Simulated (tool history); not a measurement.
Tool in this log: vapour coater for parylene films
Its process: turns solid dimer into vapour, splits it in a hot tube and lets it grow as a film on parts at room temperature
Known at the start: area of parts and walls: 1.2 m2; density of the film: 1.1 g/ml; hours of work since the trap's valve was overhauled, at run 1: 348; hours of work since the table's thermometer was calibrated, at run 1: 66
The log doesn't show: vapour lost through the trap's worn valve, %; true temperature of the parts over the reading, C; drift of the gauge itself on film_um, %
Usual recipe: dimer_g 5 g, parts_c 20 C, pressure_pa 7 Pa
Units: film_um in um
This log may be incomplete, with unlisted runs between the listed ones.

run,day,dimer_g,parts_c,pressure_pa,hours of work since the trap's valve was overhauled,hours of work since the table's thermometer was calibrated,film_um
1,0,5,20,7,348,66,1.745
2,0.625,5,20,7.83,358,76,1.728
3,1.404,5,20,7,371,89,1.745
4,2.046,6,20,7,381,100,2.093
5,2.679,5,20,7,391,110,1.749
6,3.358,5,20,7,403,121,1.743
7,4.108,5,20,7,415,133,1.738
8,4.483,3,20,7,421,140,1.042
9,5.188,5,20,7,432,151,1.751
10,5.6,3,20,7,439,158,1.045
11,6.304,3,20,7,451,169,1.056
12,6.825,5,20,7,459,178,1.738
13,7.583,5,20,7,472,190,1.752
14,8.038,5,20,7,479,198,1.739
15,8.846,5,20,7,492,211,1.738
16,9.508,5,20,7,503,222,1.737
17,10.025,5,20,11.23,512,230,1.659
18,10.642,5,20,11.23,522,240,1.656
19,11.075,5,20,11.23,529,247,1.667
20,11.529,5,20,11.23,536,255,1.665
21,12.033,5,20,7,545,263,1.734
22,12.583,5,20,7,554,272,1.738
23,13.112,5,20,7,562,281,1.744
24,13.588,5,20,7,570,289,1.754
25,14.125,5,20,7,579,297,1.737
26,14.846,5,20,2.77,591,309,1.908
27,15.404,3,18,4.82,600,318,1.168
28,16.038,3,18,4.82,610,329,1.163
29,16.646,3,16,8.38,620,339,1.201
30,17.021,3,16,8.38,626,345,1.208
31,17.562,3,29,8.38,635,354,0.713
32,18.229,3,29,8.38,646,365,0.727
33,18.858,3,29,8.38,656,375,0.723
34,19.65,7,18,8.38,669,388,2.596
35,20.312,7,18,8.38,680,399,2.588
# day 20.875: trap's valve overhauled
36,21.112,8,18,7.91,4,409,2.973
37,21.917,5,17,6.77,17,422,1.962
38,22.662,5,20,7,29,434,1.743
39,23.412,6,20,7,42,447,2.092
40,23.979,5,28,5.69,51,456,1.314
41,24.562,5,31,5.69,60,466,1.158
42,25.062,5,16,7,69,474,2.056
43,25.429,5,16,7,75,480,2.04
44,26.225,4,22,7,88,493,1.285
45,26.654,4,30,7.69,95,500,0.939
46,27.312,4,30,7.69,105,511,0.934
47,27.938,4,30,7.69,116,521,0.933

Here are 4 independent what-if runs from the current tool condition. What would each one return?
A,28.396,5,18,5.93,123,528,?
B,28.396,5,25,3.31,123,528,?
C,28.396,4,24,5.76,123,528,?
D,28.396,4,13,9.54,123,528,?

run,film_um
A,1.914
B,1.542
C,1.219
D,1.79
Without the tool's unlogged condition, the same runs would have read:
run,film_um
A,1.914
B,1.543
C,1.22
D,1.79
